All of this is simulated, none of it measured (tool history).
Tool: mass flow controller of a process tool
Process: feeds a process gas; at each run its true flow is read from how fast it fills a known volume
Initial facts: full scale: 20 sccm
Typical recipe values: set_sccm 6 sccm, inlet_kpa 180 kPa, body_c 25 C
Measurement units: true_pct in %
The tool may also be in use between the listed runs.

{"run": 1, "hour": 0.0, "set_sccm": 6, "inlet_kpa": 180, "body_c": 25, "true_pct": 96.06}
{"run": 2, "hour": 40.8, "set_sccm": 6, "inlet_kpa": 180, "body_c": 25, "true_pct": 96.01}
{"run": 3, "hour": 108.0, "set_sccm": 6, "inlet_kpa": 180, "body_c": 25, "true_pct": 96.03}
{"run": 4, "hour": 142.9, "set_sccm": 6, "inlet_kpa": 180, "body_c": 25, "true_pct": 95.95}
{"run": 5, "hour": 200.2, "set_sccm": 6, "inlet_kpa": 180, "body_c": 25, "true_pct": 95.97}
{"run": 6, "hour": 274.6, "set_sccm": 6, "inlet_kpa": 180, "body_c": 25, "true_pct": 95.94}
{"run": 7, "hour": 349.9, "set_sccm": 6, "inlet_kpa": 180, "body_c": 25, "true_pct": 96.15}
{"run": 8, "hour": 421.9, "set_sccm": 6, "inlet_kpa": 180, "body_c": 25, "true_pct": 95.94}
{"run": 9, "hour": 476.9, "set_sccm": 6, "inlet_kpa": 180, "body_c": 25, "true_pct": 95.89}
{"run": 10, "hour": 521.2, "set_sccm": 6, "inlet_kpa": 180, "body_c": 25, "true_pct": 95.91}
{"run": 11, "hour": 586.9, "set_sccm": 6, "inlet_kpa": 180, "body_c": 25, "true_pct": 95.95}
{"run": 12, "hour": 658.3, "set_sccm": 6, "inlet_kpa": 180, "body_c": 25, "true_pct": 95.9}
{"run": 13, "hour": 722.2, "set_sccm": 6, "inlet_kpa": 223, "body_c": 25, "true_pct": 96.01}
{"run": 14, "hour": 794.0, "set_sccm": 13, "inlet_kpa": 258, "body_c": 30, "true_pct": 97.52}
{"run": 15, "hour": 866.1, "set_sccm": 3, "inlet_kpa": 215, "body_c": 26, "true_pct": 94.93}
{"hour": 871.8, "done": "controller's zero set anew"}
{"run": 16, "hour": 932.0, "set_sccm": 3, "inlet_kpa": 215, "body_c": 26, "true_pct": 94.64}
{"run": 17, "hour": 970.6, "set_sccm": 3, "inlet_kpa": 215, "body_c": 26, "true_pct": 94.73}
{"hour": 1016.7, "done": "controller's zero set anew, once more"}
{"run": 18, "hour": 1026.5, "set_sccm": 3, "inlet_kpa": 215, "body_c": 26, "true_pct": 96.21}
{"run": 19, "hour": 1078.1, "set_sccm": 16, "inlet_kpa": 180, "body_c": 39, "true_pct": 98.09}
{"run": 20, "hour": 1141.2, "set_sccm": 10, "inlet_kpa": 206, "body_c": 26, "true_pct": 96.97}
{"run": 21, "hour": 1188.6, "set_sccm": 10, "inlet_kpa": 180, "body_c": 28, "true_pct": 97.09}
{"run": 22, "hour": 1266.2, "set_sccm": 10, "inlet_kpa": 189, "body_c": 37, "true_pct": 97.35}
{"run": 23, "hour": 1305.1, "set_sccm": 4, "inlet_kpa": 210, "body_c": 35, "true_pct": 96.71}
{"run": 24, "hour": 1368.7, "set_sccm": 2, "inlet_kpa": 258, "body_c": 22, "true_pct": 95.99}
{"run": 25, "hour": 1411.9, "set_sccm": 10, "inlet_kpa": 213, "body_c": 33, "true_pct": 97.37}

Alternative continuations, all from the tool just after run 25; predict every row:
{"run": "A", "hour": 1462.1, "set_sccm": 10, "inlet_kpa": 152, "body_c": 33, "true_pct": "?"}
{"run": "B", "hour": 1462.1, "set_sccm": 10, "inlet_kpa": 180, "body_c": 32, "true_pct": "?"}
{"run": "C", "hour": 1462.1, "set_sccm": 18, "inlet_kpa": 213, "body_c": 34, "true_pct": "?"}
{"run": "D", "hour": 1462.1, "set_sccm": 16, "inlet_kpa": 180, "body_c": 25, "true_pct": "?"}

run=A true_pct=97.15
run=B true_pct=97.18
run=C true_pct=98.25
run=D true_pct=97.59
Without the tool's hidden state the same runs would have given:
run=A true_pct=99.17
run=B true_pct=99.21
run=C true_pct=100.26
run=D true_pct=99.6

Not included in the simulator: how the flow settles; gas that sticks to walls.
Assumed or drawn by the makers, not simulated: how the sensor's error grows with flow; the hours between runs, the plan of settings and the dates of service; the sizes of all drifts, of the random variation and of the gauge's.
